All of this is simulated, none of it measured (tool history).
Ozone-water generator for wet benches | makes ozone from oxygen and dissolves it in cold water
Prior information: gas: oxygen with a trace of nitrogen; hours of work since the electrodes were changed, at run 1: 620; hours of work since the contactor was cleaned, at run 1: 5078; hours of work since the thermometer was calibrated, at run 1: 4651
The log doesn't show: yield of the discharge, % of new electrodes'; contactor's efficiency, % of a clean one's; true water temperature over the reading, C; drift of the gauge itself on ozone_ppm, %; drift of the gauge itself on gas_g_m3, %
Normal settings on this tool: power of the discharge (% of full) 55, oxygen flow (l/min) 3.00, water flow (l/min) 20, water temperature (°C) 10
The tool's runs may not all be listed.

run,day,power of the discharge (% of full),oxygen flow (l/min),water flow (l/min),water temperature (°C),hours of work since the electrodes were changed,hours of work since the contactor was cleaned,hours of work since the thermometer was calibrated,dissolved ozone (ppm),ozone in the gas ahead of the water (g/m3)
1,0.000,55,3.00,20,10,620,5078,4651,11.1,138.1
2,0.833,55,3.00,20,10,636,5094,4667,11.0,138.4
3,1.462,55,3.00,20,10,647,5105,4679,11.2,138.9
4,2.946,55,3.00,24,10,675,5133,4706,9.2,140.9
5,3.850,55,3.00,24,10,692,5150,4723,9.4,139.1
6,4.708,55,3.00,24,10,708,5166,4739,9.5,138.6
7,6.162,55,3.00,24,10,735,5193,4766,9.1,138.7
8,7.050,55,3.00,24,10,752,5210,4783,9.5,138.6
9,8.592,55,3.00,24,10,781,5239,4812,9.3,139.2
10,9.654,55,3.00,24,10,801,5259,4832,9.3,138.9
11,10.588,55,3.00,24,10,818,5276,4849,9.2,138.5
12,11.658,55,3.00,30,10,838,5296,4869,7.3,139.9
13,12.467,55,3.00,20,10,853,5311,4884,11.0,139.6
14,13.462,55,3.00,20,10,872,5330,4903,11.4,139.6
15,14.150,55,3.21,20,10,885,5343,4916,11.2,136.0
16,14.979,55,3.73,21,11,900,5358,4931,11.3,128.5
# day 15.071: water thermometer calibrated
17,16.108,55,1.57,13,6,921,5379,19,13.3,175.0
18,16.975,55,1.65,25,10,937,5395,36,6.8,172.6
19,17.838,55,2.75,25,13,953,5411,52,8.4,143.1
20,19.212,55,2.75,25,13,979,5437,77,8.2,143.3
21,19.946,55,3.05,14,6,993,5451,91,15.8,137.0
22,21.162,53,3.00,20,13,1015,5473,114,10.3,135.5
23,21.942,58,3.00,20,10,1030,5488,128,11.4,142.0
# day 22.575: water thermometer calibrated, once more
24,23.317,88,3.00,20,10,1055,5513,14,14.8,188.5
25,23.958,55,3.00,12,14,1067,5525,26,16.3,138.2
26,25.246,55,3.00,12,14,1091,5549,50,16.1,137.3
27,26.754,55,3.00,12,14,1119,5578,78,16.0,138.0
28,27.600,55,5.36,12,5,1135,5593,94,20.7,111.9
29,28.733,55,5.36,12,5,1156,5615,115,20.6,110.5

Predict each of these 5 candidate next runs independently; none follows another, all start after run 29:
A,30.242,48,3.06,12,10,1185,5643,143,?,?
B,30.242,55,4.79,20,10,1185,5643,143,?,?
C,30.242,98,3.18,20,12,1185,5643,143,?,?
D,30.242,63,5.36,12,8,1185,5643,143,?,?
E,30.242,55,4.54,12,7,1185,5643,143,?,?

run,dissolved ozone (ppm),ozone in the gas ahead of the water (g/m3)
A,15.6,125.2
B,12.5,115.2
C,16.0,196.4
D,21.2,122.3
E,19.0,118.3
Without the tool's hidden state the same runs would have given:
run,dissolved ozone (ppm),ozone in the gas ahead of the water (g/m3)
A,16.2,126.4
B,13.1,116.5
C,16.9,199.7
D,22.2,123.8
E,19.9,119.7
